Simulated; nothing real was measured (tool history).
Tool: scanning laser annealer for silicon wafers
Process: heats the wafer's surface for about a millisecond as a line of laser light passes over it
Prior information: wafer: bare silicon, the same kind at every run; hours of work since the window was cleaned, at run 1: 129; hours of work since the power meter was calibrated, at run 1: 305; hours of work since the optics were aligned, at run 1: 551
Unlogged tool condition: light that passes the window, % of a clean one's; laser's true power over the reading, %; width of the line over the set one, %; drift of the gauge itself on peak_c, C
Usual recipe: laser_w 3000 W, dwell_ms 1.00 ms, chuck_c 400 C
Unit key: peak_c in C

run     day  laser_w  dwell_ms  chuck_c  hours of work since the window was cleaned  hours of work since the power meter was calibrated  hours of work since the optics were aligned  peak_c
  1   0.000     3000      1.00      400                                         129                                                 305                                          551    1205
  2   0.338     3000      1.00      400                                         134                                                 309                                          556    1203
  3   0.962     3000      1.00      400                                         141                                                 317                                          564    1200
  4   1.479     3000      1.00      400                                         148                                                 323                                          570    1201
  5   2.062     3000      1.22      400                                         155                                                 331                                          578    1300
  6   2.433     3000      1.22      400                                         160                                                 335                                          582    1304
  7   3.075     3000      1.22      400                                         168                                                 344                                          591    1297
  8   3.546     3000      1.22      400                                         174                                                 350                                          597    1301
  9   3.929     3000      1.22      400                                         179                                                 354                                          601    1301
 10   4.438     3000      1.22      400                                         186                                                 361                                          608    1298
 11   5.046     3136      1.00      400                                         193                                                 369                                          616    1240
 12   5.771     3000      1.00      400                                         203                                                 378                                          625    1196
 13   6.275     3000      0.96      400                                         209                                                 384                                          631    1179
 14   6.817     3000      1.16      400                                         216                                                 391                                          638    1264
 15   7.558     3000      1.16      400                                         225                                                 401                                          648    1270
 16   7.888     3000      1.13      400                                         230                                                 405                                          652    1254
 17   8.617     3000      0.77      400                                         239                                                 414                                          661    1078
 18   9.275     3000      1.00      370                                         247                                                 422                                          669    1162
 19   9.996     2706      1.00      370                                         256                                                 432                                          679    1074
 20  10.488     2706      1.00      370                                         263                                                 438                                          685    1076
 21  11.017     2706      1.19      406                                         269                                                 445                                          692    1186
 22  11.550     3000      1.00      366                                         276                                                 451                                          698    1157
 23  12.150     3108      1.13      366                                         284                                                 459                                          706    1250
 24  12.596     3260      1.13      398                                         289                                                 465                                          712    1328
 25  12.933     3260      0.94      410                                         294                                                 469                                          716    1244
 26  13.675     3260      0.94      410                                         303                                                 478                                          725    1241
 27  13.988     3260      0.86      392                                         307                                                 482                                          729    1178
 28  14.575     3174      0.92      373                                         315                                                 490                                          737    1168
 29  15.012     3174      0.92      373                                         320                                                 495                                          742    1170
 30  15.588     3174      0.92      373                                         327                                                 503                                          750    1169
 31  16.096     2958      1.10      364                                         334                                                 509                                          756    1184
 32  16.725     2958      1.10      364                                         342                                                 517                                          764    1180
 33  17.062     2958      1.10      364                                         346                                                 521                                          768    1177
 34  17.558     3000      1.12      371                                         352                                                 528                                          775    1209
 35  18.312     2687      1.00      433                                         362                                                 537                                          784    1123
 36  18.658     2687      1.00      433                                         366                                                 542                                          789    1125
 37  19.179     2687      1.00      433                                         373                                                 548                                          795    1124
 38  19.679     3214      1.00      385                                         379                                                 555                                          802    1228
 39  20.425     3214      0.97      438                                         389                                                 564                                          811    1262
 40  20.942     3000      1.00      396                                         395                                                 571                                          818    1176

Difference, measured minus no-hidden-state, one row per run. Run-to-run variation is common to both terms; the gauge's own scatter need not be:
run  peak_c
  1     -15
  2     -16
  3     -16
  4     -16
  5     -20
  6     -20
  7     -21
  8     -22
  9     -22
 10     -23
 11     -22
 12     -21
 13     -22
 14     -25
 15     -26
 16     -26
 17     -22
 18     -26
 19     -23
 20     -24
 21     -28
 22     -28
 23     -33
 24     -35
 25     -32
 26     -33
 27     -31
 28     -33
 29     -33
 30     -34
 31     -35
 32     -36
 33     -36
 34     -38
 35     -32
 36     -32
 37     -33
 38     -41
 39     -41
 40     -39
